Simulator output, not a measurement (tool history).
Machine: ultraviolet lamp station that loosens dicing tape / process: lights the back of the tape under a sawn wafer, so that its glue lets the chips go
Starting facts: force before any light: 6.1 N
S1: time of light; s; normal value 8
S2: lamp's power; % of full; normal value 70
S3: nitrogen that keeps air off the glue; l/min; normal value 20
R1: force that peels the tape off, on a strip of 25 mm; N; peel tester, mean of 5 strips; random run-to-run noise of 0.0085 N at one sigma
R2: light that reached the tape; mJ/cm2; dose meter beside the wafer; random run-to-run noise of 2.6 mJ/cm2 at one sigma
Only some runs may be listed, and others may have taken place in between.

run 1 hour=0.0 | S1=8 S2=70 S3=20 | R1=0.393 R2=297
run 2 hour=8.7 | S1=8 S2=70 S3=20 | R1=0.401 R2=294
run 3 hour=14.2 | S1=8 S2=70 S3=20 | R1=0.405 R2=291
run 4 hour=19.7 | S1=13 S2=70 S3=20 | R1=0.173 R2=478
run 5 hour=31.6 | S1=13 S2=70 S3=20 | R1=0.184 R2=470
run 6 hour=39.0 | S1=8 S2=70 S3=20 | R1=0.410 R2=289
run 7 hour=45.8 | S1=8 S2=70 S3=20 | R1=0.404 R2=291
run 8 hour=51.8 | S1=8 S2=70 S3=20 | R1=0.398 R2=291
run 9 hour=58.8 | S1=8 S2=70 S3=20 | R1=0.404 R2=289
run 10 hour=68.3 | S1=8 S2=70 S3=20 | R1=0.403 R2=289
run 11 hour=77.6 | S1=8 S2=70 S3=20 | R1=0.427 R2=292
run 12 hour=87.9 | S1=8 S2=70 S3=20 | R1=0.424 R2=289
run 13 hour=98.3 | S1=8 S2=70 S3=20 | R1=0.415 R2=289
run 14 hour=107.0 | S1=8 S2=70 S3=20 | R1=0.431 R2=286
run 15 hour=117.3 | S1=8 S2=70 S3=20 | R1=0.424 R2=287
run 16 hour=127.6 | S1=8 S2=70 S3=24 | R1=0.395 R2=284
run 17 hour=136.9 | S1=8 S2=70 S3=24 | R1=0.387 R2=287
run 18 hour=148.0 | S1=8 S2=70 S3=20 | R1=0.438 R2=284
run 19 hour=154.8 | S1=8 S2=66 S3=20 | R1=0.502 R2=264
run 20 hour=164.1 | S1=4 S2=71 S3=22 | R1=1.413 R2=141
run 21 hour=171.6 | S1=15 S2=81 S3=15 | R1=0.160 R2=615
run 22 hour=178.1 | S1=15 S2=81 S3=15 | R1=0.148 R2=612
run 23 hour=183.2 | S1=15 S2=67 S3=18 | R1=0.177 R2=504
run 24 hour=191.1 | S1=15 S2=67 S3=18 | R1=0.188 R2=502

For run 25, what comes out?
run 25 hour=199.0 | S1=5 S2=63 S3=20 | R1=? R2=?

R1: 1.310 N
R2: 154 mJ/cm2
On a tool with no hidden condition, and with the same random variation, this run would have come out at R1 1.073 N, R2 176 mJ/cm2.
